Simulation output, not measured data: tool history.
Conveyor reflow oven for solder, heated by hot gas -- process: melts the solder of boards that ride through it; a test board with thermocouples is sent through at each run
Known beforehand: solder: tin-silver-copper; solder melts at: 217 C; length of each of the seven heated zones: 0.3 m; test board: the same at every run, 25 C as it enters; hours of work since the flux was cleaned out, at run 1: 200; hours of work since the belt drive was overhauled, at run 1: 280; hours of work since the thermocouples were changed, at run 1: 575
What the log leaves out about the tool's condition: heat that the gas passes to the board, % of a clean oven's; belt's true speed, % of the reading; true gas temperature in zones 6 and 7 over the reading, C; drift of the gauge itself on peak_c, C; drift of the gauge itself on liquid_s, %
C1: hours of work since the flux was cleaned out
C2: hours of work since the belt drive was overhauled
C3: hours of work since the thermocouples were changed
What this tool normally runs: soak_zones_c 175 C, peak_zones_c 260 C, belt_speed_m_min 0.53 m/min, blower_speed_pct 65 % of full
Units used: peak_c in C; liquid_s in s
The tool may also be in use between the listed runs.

run 1 hour=0 | soak_zones_c=175 peak_zones_c=260 belt_speed_m_min=0.53 blower_speed_pct=65 | C1=200 C2=280 C3=575 | peak_c=248.6 liquid_s=50
run 2 hour=41.5 | soak_zones_c=175 peak_zones_c=260 belt_speed_m_min=0.53 blower_speed_pct=65 | C1=221 C2=300 C3=595 | peak_c=248.7 liquid_s=50.3
run 3 hour=98.1 | soak_zones_c=175 peak_zones_c=260 belt_speed_m_min=0.53 blower_speed_pct=65 | C1=248 C2=328 C3=623 | peak_c=248.7 liquid_s=49.9
-- hour=115.2 thermocouples of zones 6 and 7 changed
run 4 hour=138.5 | soak_zones_c=170 peak_zones_c=260 belt_speed_m_min=0.53 blower_speed_pct=65 | C1=267 C2=346 C3=11 | peak_c=247.9 liquid_s=47.7
run 5 hour=182 | soak_zones_c=175 peak_zones_c=260 belt_speed_m_min=0.548 blower_speed_pct=65 | C1=288 C2=367 C3=32 | peak_c=247.3 liquid_s=47
run 6 hour=235 | soak_zones_c=175 peak_zones_c=260 belt_speed_m_min=0.548 blower_speed_pct=85 | C1=314 C2=393 C3=58 | peak_c=251.1 liquid_s=50.7
run 7 hour=273.6 | soak_zones_c=175 peak_zones_c=264 belt_speed_m_min=0.53 blower_speed_pct=65 | C1=332 C2=412 C3=77 | peak_c=252.1 liquid_s=52.1
run 8 hour=328.8 | soak_zones_c=175 peak_zones_c=265 belt_speed_m_min=0.53 blower_speed_pct=65 | C1=359 C2=439 C3=104 | peak_c=252.8 liquid_s=52.7
run 9 hour=407.8 | soak_zones_c=175 peak_zones_c=265 belt_speed_m_min=0.53 blower_speed_pct=65 | C1=397 C2=477 C3=142 | peak_c=253 liquid_s=52.7
run 10 hour=491.5 | soak_zones_c=175 peak_zones_c=265 belt_speed_m_min=0.53 blower_speed_pct=65 | C1=438 C2=518 C3=183 | peak_c=252.8 liquid_s=52.4
run 11 hour=565.5 | soak_zones_c=175 peak_zones_c=265 belt_speed_m_min=0.599 blower_speed_pct=65 | C1=474 C2=553 C3=219 | peak_c=248.6 liquid_s=43.4
-- hour=586.4 flux residue cleaned out of gas plates and filters
run 12 hour=631.5 | soak_zones_c=175 peak_zones_c=265 belt_speed_m_min=0.599 blower_speed_pct=65 | C1=22 C2=583 C3=248 | peak_c=250.7 liquid_s=44.9
run 13 hour=705.6 | soak_zones_c=185 peak_zones_c=258 belt_speed_m_min=0.481 blower_speed_pct=71 | C1=58 C2=619 C3=284 | peak_c=251.7 liquid_s=63.2
run 14 hour=772.6 | soak_zones_c=185 peak_zones_c=251 belt_speed_m_min=0.481 blower_speed_pct=71 | C1=90 C2=652 C3=317 | peak_c=245.4 liquid_s=59.1
run 15 hour=838.8 | soak_zones_c=171 peak_zones_c=260 belt_speed_m_min=0.614 blower_speed_pct=87 | C1=122 C2=684 C3=349 | peak_c=249.2 liquid_s=43.2
run 16 hour=905.9 | soak_zones_c=171 peak_zones_c=260 belt_speed_m_min=0.614 blower_speed_pct=87 | C1=155 C2=716 C3=381 | peak_c=249.2 liquid_s=43.1
run 17 hour=958.3 | soak_zones_c=175 peak_zones_c=260 belt_speed_m_min=0.575 blower_speed_pct=51 | C1=181 C2=742 C3=407 | peak_c=243.2 liquid_s=40.7

Below are 4 alternative next runs, each starting from the tool's condition after run 17. Predict each:
run A hour=1048.1 | soak_zones_c=175 peak_zones_c=274 belt_speed_m_min=0.521 blower_speed_pct=74 | C1=224 C2=785 C3=450 | peak_c=? liquid_s=?
run B hour=1048.1 | soak_zones_c=175 peak_zones_c=255 belt_speed_m_min=0.574 blower_speed_pct=72 | C1=224 C2=785 C3=450 | peak_c=? liquid_s=?
run C hour=1048.1 | soak_zones_c=175 peak_zones_c=260 belt_speed_m_min=0.575 blower_speed_pct=78 | C1=224 C2=785 C3=450 | peak_c=? liquid_s=?
run D hour=1048.1 | soak_zones_c=175 peak_zones_c=260 belt_speed_m_min=0.575 blower_speed_pct=66 | C1=224 C2=785 C3=450 | peak_c=? liquid_s=?

run=A peak_c=264.4 liquid_s=60.4
run=B peak_c=244 liquid_s=43.4
run=C peak_c=249.8 liquid_s=47.3
run=D peak_c=247.4 liquid_s=45
With the hidden condition removed and each run's random variation left untouched, the same runs would have given:
run=A peak_c=264 liquid_s=59.4
run=B peak_c=243.6 liquid_s=42.7
run=C peak_c=249.5 liquid_s=46.7
run=D peak_c=247 liquid_s=44.2

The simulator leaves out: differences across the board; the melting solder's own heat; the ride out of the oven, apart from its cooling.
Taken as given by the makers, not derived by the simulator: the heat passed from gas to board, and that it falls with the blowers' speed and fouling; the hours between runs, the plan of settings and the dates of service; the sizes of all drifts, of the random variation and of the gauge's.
